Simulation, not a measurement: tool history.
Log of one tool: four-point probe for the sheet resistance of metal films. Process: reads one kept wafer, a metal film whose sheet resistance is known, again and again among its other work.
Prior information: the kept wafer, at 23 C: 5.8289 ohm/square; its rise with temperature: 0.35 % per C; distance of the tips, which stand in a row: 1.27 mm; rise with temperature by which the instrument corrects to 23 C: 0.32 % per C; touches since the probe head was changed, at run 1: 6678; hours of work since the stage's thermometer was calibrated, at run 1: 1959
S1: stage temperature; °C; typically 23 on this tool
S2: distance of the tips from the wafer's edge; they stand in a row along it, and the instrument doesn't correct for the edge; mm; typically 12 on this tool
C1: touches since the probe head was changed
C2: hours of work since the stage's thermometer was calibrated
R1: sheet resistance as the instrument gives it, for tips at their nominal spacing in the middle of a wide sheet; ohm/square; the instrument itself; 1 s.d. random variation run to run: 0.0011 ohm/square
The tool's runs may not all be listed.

run,hour,S1,S2,C1,C2,R1
1,0,23,12,6678,1959,5.819298
2,10.4,23,12,6873,1965,5.81955
3,28.1,23,3,7205,1976,6.291346
4,38,26,12,7390,1982,5.825563
5,53.4,26,12,7678,1992,5.82533
6,65.5,26,12,7906,1999,5.82694
7,83,26,12,8234,2010,5.825537
8,98.3,26,12,8522,2020,5.826388
9,106.7,26,12,8679,2025,5.824666
10,120.6,26,12,8939,2033,5.824963
11,134.3,26,25,9197,2042,5.796988
12,148.9,26,25,9470,2051,5.797786

Run 13, settings as shown, results not yet in. Your forecast:
13,160.7,30,9,9692,2058,?

{"run 13": {"R1": 5.858894}}
Minus the tool's unlogged condition, the same run would have read R1 5.903104 ohm/square.
